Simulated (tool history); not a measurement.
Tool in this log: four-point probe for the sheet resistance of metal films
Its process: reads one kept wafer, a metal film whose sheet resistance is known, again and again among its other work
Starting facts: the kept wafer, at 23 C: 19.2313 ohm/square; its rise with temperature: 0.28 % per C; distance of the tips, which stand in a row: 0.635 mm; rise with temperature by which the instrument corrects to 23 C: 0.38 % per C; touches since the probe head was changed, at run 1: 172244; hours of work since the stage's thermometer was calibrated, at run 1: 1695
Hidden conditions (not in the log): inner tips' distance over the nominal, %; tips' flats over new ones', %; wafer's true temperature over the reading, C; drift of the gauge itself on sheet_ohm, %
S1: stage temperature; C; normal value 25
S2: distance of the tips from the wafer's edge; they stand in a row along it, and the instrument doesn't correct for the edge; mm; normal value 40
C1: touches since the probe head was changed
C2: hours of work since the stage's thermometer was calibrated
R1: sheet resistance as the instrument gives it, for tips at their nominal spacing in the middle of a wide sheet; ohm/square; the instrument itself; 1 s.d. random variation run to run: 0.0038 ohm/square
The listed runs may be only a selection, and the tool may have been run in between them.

Run 1, hour 0: usual settings; C1 172244; C2 1695. Result: R1 19.002763 ohm/square.
At hour 14.9: new probe head fitted.
Run 2, hour 65.3: usual settings; C1 3283; C2 1744. Result: R1 19.188564 ohm/square.
Run 3, hour 119.3: usual settings but S1 20 C; C1 6803; C2 1786. Result: R1 19.282558 ohm/square.
Run 4, hour 163.4: usual settings but S1 20 C; C1 9677; C2 1820. Result: R1 19.274882 ohm/square.
Run 5, hour 219.7: usual settings but S1 31 C; C1 13342; C2 1863. Result: R1 19.07399 ohm/square.
Run 6, hour 258.8: usual settings; C1 15893; C2 1893. Result: R1 19.177441 ohm/square.
Run 7, hour 295.9: usual settings; C1 18312; C2 1922. Result: R1 19.178919 ohm/square.
Run 8, hour 358.2: usual settings; C1 22366; C2 1970. Result: R1 19.166269 ohm/square.
Run 9, hour 407.1: usual settings but S2 18 mm; C1 25552; C2 2007. Result: R1 19.168742 ohm/square.
At hour 413.5: stage's thermometer calibrated.
Run 10, hour 443.6: usual settings but S1 28 C, S2 11 mm; C1 27899; C2 23. Result: R1 19.123372 ohm/square.
Run 11, hour 505.3: usual settings but S1 21 C, S2 7 mm; C1 31920; C2 71. Result: R1 19.298703 ohm/square.
Run 12, hour 552.9: usual settings but S1 20 C, S2 22 mm; C1 35021; C2 107. Result: R1 19.237818 ohm/square.
Run 13, hour 579.5: usual settings but S1 19 C, S2 10 mm; C1 36755; C2 128. Result: R1 19.287637 ohm/square.
Run 14, hour 644.6: usual settings but S1 20 C, S2 58 mm; C1 40995; C2 178. Result: R1 19.223187 ohm/square.
Run 15, hour 678: usual settings but S1 20 C, S2 58 mm; C1 43170; C2 203. Result: R1 19.210036 ohm/square.
At hour 687.7: stage's thermometer calibrated, once more.
Run 16, hour 706.7: usual settings but S2 9 mm; C1 45009; C2 15. Result: R1 19.217093 ohm/square.
Run 17, hour 766: usual settings but S2 9 mm; C1 48869; C2 60. Result: R1 19.220104 ohm/square.

Subtracting, for every run, the result it would have given without the tool's unlogged condition from the measured result gives the following. The same run-to-run variation enters both numbers; the gauge's scatter may not:
run         R1
  1  -0.189794
  2   -0.00783
  3  -0.012009
  4  -0.015106
  5  -0.018251
  6   -0.02137
  7  -0.023963
  8  -0.028709
  9  -0.032355
 10  -0.050435
 11  -0.056039
 12  -0.059457
 13  -0.061647
 14  -0.065871
 15  -0.068298
 16   -0.02647
 17  -0.030495
